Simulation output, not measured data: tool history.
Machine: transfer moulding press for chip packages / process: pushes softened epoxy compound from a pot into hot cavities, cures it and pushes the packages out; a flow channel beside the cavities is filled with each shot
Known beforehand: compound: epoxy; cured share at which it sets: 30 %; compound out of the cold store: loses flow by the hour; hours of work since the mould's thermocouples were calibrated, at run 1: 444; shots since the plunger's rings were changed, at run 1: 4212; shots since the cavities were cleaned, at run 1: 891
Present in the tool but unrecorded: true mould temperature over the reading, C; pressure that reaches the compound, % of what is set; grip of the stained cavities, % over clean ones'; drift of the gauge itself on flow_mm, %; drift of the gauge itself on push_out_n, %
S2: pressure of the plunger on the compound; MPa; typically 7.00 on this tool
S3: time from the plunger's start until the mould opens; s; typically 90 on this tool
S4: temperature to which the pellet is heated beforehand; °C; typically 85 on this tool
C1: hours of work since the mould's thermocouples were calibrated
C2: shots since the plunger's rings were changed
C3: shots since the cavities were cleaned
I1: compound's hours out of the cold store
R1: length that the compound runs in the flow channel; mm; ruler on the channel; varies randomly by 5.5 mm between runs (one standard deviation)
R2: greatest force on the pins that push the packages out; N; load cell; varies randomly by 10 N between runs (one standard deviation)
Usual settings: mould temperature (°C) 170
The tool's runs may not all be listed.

Run 1, hour 0.0: usual settings; C1 444; C2 4212; C3 891; I1 35.2. Result: R1 529 mm, R2 778 N.
At hour 14.5: cavities cleaned with cleaning compound and waxed.
Run 2, hour 21.8: usual settings; C1 456; C2 4445; C3 84; I1 45.1. Result: R1 504 mm, R2 527 N.
Run 3, hour 38.6: usual settings; C1 465; C2 4637; C3 276; I1 35.9. Result: R1 517 mm, R2 600 N.
Run 4, hour 63.7: usual settings; C1 479; C2 4926; C3 565; I1 36.1. Result: R1 511 mm, R2 717 N.
Run 5, hour 79.8: usual settings but S4 81 °C; C1 488; C2 5110; C3 749; I1 14.8. Result: R1 554 mm, R2 772 N.
At hour 106.1: cavities cleaned with cleaning compound and waxed.
Run 6, hour 106.1: usual settings but S2 6.32 MPa, S4 81 °C; C1 502; C2 5395; C3 0; I1 37.8. Result: R1 484 mm, R2 518 N.
At hour 116.3: plunger's sealing rings changed.
Run 7, hour 120.2: usual settings; C1 509; C2 45; C3 133; I1 44.8. Result: R1 540 mm, R2 541 N.
Run 8, hour 136.9: usual settings; C1 518; C2 236; C3 324; I1 11.8. Result: R1 589 mm, R2 653 N.
Run 9, hour 156.0: usual settings; C1 529; C2 456; C3 544; I1 32.4. Result: R1 560 mm, R2 739 N.
Run 10, hour 178.2: usual settings but S2 7.29 MPa; C1 541; C2 710; C3 798; I1 16.2. Result: R1 599 mm, R2 769 N.
Run 11, hour 197.5: usual settings; C1 552; C2 932; C3 1020; I1 46.2. Result: R1 535 mm, R2 802 N.

For run 12, what comes out?
At hour 201.1: cavities cleaned with cleaning compound and waxed.
Run 12, hour 215.4: usual settings; C1 561; C2 1120; C3 164; I1 37.7. Result: R1 ?, R2 ?.

R1: 545 mm
R2: 563 N
Minus the tool's unlogged condition, the same run would have read R1 551 mm, R2 460 N.
